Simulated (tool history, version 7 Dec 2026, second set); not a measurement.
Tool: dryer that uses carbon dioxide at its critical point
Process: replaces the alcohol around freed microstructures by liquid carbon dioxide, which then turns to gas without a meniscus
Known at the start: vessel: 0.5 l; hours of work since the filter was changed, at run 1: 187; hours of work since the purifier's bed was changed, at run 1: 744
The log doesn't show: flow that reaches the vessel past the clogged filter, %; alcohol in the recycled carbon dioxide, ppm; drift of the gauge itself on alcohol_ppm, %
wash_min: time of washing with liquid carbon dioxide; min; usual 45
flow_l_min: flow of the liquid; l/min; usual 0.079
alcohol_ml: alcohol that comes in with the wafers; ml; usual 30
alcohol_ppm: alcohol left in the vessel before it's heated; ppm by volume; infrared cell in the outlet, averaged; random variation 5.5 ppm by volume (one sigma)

run     day  wash_min  flow_l_min  alcohol_ml  hours of work since the filter was changed  hours of work since the purifier's bed was changed  alcohol_ppm
  1       0        45       0.079          30                                         187                                                 744          298
  2     0.8        45       0.079          30                                         202                                                 759          299
  3   1.354        45       0.079          20                                         212                                                 769          224
  4   1.938        45       0.079          30                                         223                                                 779          308
  5   2.742        45       0.079          30                                         237                                                 794          328
      3.475  -- purifier's bed changed
  6   3.575        45       0.079          30                                         250                                                   2          251
  7   4.083        45       0.079          30                                         259                                                  11          250
  8   4.667        45       0.079          30                                         270                                                  22          267
  9   5.342        45       0.079          58                                         282                                                  34          530
 10   6.396        45       0.079          30                                         301                                                  53          279
 11   7.567        45       0.079          94                                         323                                                  74          919
 12   8.267        45       0.079          94                                         335                                                  87          958
 13   8.992        45       0.079          94                                         349                                                 100         1010
 14  10.175        45       0.079          30                                         370                                                 122          340
 15  10.925        46       0.079          30                                         384                                                 135          318
 16  11.917        45       0.079          30                                         402                                                 153          361
 17  12.971        45       0.079          30                                         421                                                 172          373
 18  13.492        45       0.079          30                                         430                                                 182          384
 19  14.396        45       0.079          30                                         447                                                 198          414
     14.779  -- inlet filter changed
 20  15.312        45       0.079          30                                          10                                                 214          179
 21  16.075        45       0.079          30                                          23                                                 228          176
 22  17.221        45      0.0893          30                                          44                                                 249          103
 23  18.088        45      0.0893          30                                          60                                                 265           98
 24  18.667        40      0.0876          70                                          71                                                 275          464
 25  19.538        40      0.0876          70                                          86                                                 291          477
 26    20.6        31      0.0989          21                                         106                                                 310          316
 27    21.8        45      0.0697          68                                         128                                                 332          888
 28  22.971        45      0.1118          32                                         149                                                 353           68
 29  23.879        29      0.1118          62                                         165                                                 370          728
 30  24.446        41      0.1034          98                                         176                                                 380          274
 31  25.458        31      0.1034         112                                         194                                                 399         1439
 32  26.325        47      0.0777          30                                         210                                                 414          246
 33  27.392        63      0.0785          55                                         229                                                 434          101
 34  27.917        49       0.079          25                                         239                                                 443          176
 35  29.158        49       0.079          25                                         261                                                 466          184
 36  29.979        49      0.0957          25                                         276                                                 481           98
 37  31.212        49      0.0957          25                                         299                                                 503           97
 38  32.258        40      0.0878          34                                         318                                                 522          406
 39  32.783        45      0.1277          23                                         327                                                 532           60
 40  33.788        45      0.1277          23                                         345                                                 550           69
 41  34.333        70      0.1277          62                                         355                                                 560           57
 42  35.342        31       0.079          86                                         374                                                 578         4804
 43  36.321        31       0.079          86                                         391                                                 596         4838
 44  37.129        31       0.079          86                                         406                                                 611         4941
 45  37.629        31       0.079          86                                         415                                                 620         4969
 46  38.558        45      0.0622          27                                         432                                                 637         1061

Some steps in alcohol_ppm between neighbouring runs. How much of each would the tool show without its hidden state too (settings, what came in, random variation), and how much is left for the hidden state, with any gauge scatter that isn't in both results?
Run 31 -> 32: wash_min 31 -> 47, flow_l_min 0.1034 -> 0.0777, alcohol_ml 112 -> 30. alcohol_ppm -1193 ppm by volume: hidden state -385, all else -808.
Run 41 -> 42: wash_min 70 -> 31, flow_l_min 0.1277 -> 0.079, alcohol_ml 62 -> 86. alcohol_ppm +4747 ppm by volume: hidden state +2074, all else +2673.
Run 45 -> 46: wash_min 31 -> 45, flow_l_min 0.079 -> 0.0622, alcohol_ml 86 -> 27. alcohol_ppm -3908 ppm by volume: hidden state -1785, all else -2123.
